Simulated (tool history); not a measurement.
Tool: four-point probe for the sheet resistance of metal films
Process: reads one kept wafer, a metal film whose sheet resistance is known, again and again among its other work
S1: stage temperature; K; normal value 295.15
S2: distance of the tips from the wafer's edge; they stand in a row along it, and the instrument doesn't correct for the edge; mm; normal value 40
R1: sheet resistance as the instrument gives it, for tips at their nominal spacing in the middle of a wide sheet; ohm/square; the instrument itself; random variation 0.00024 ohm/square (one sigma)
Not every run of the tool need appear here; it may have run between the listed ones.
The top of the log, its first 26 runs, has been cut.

{"run": 27, "day": 23.446, "S1": 304.15, "S2": 6, "R1": 1.202192}
{"run": 28, "day": 24.021, "S1": 291.15, "S2": 4, "R1": 1.191887}
{"run": 29, "day": 25.017, "S1": 296.15, "S2": 48, "R1": 1.189002}
{"run": 30, "day": 25.762, "S1": 303.15, "S2": 33, "R1": 1.196568}
{"run": 31, "day": 26.746, "S1": 303.15, "S2": 33, "R1": 1.196497}
{"run": 32, "day": 27.833, "S1": 303.15, "S2": 33, "R1": 1.196934}
{"run": 33, "day": 28.967, "S1": 303.15, "S2": 4, "R1": 1.206863}
{"run": 34, "day": 30.229, "S1": 303.15, "S2": 4, "R1": 1.206613}
{"run": 35, "day": 30.767, "S1": 307.15, "S2": 16, "R1": 1.202224}
{"run": 36, "day": 31.554, "S1": 301.15, "S2": 23, "R1": 1.194635}

4 ways to go on from here, each from the tool as it stands after run 36. What would each give?
{"run": "A", "day": 32.325, "S1": 301.15, "S2": 11, "R1": "?"}
{"run": "B", "day": 32.325, "S1": 301.15, "S2": 40, "R1": "?"}
{"run": "C", "day": 32.325, "S1": 303.15, "S2": 6, "R1": "?"}
{"run": "D", "day": 32.325, "S1": 303.15, "S2": 4, "R1": "?"}

run=A R1=1.195717
run=B R1=1.194845
run=C R1=1.201414
run=D R1=1.207022
Without the tool's hidden state the same runs would have given:
run=A R1=1.185515
run=B R1=1.18465
run=C R1=1.191167
run=D R1=1.196732
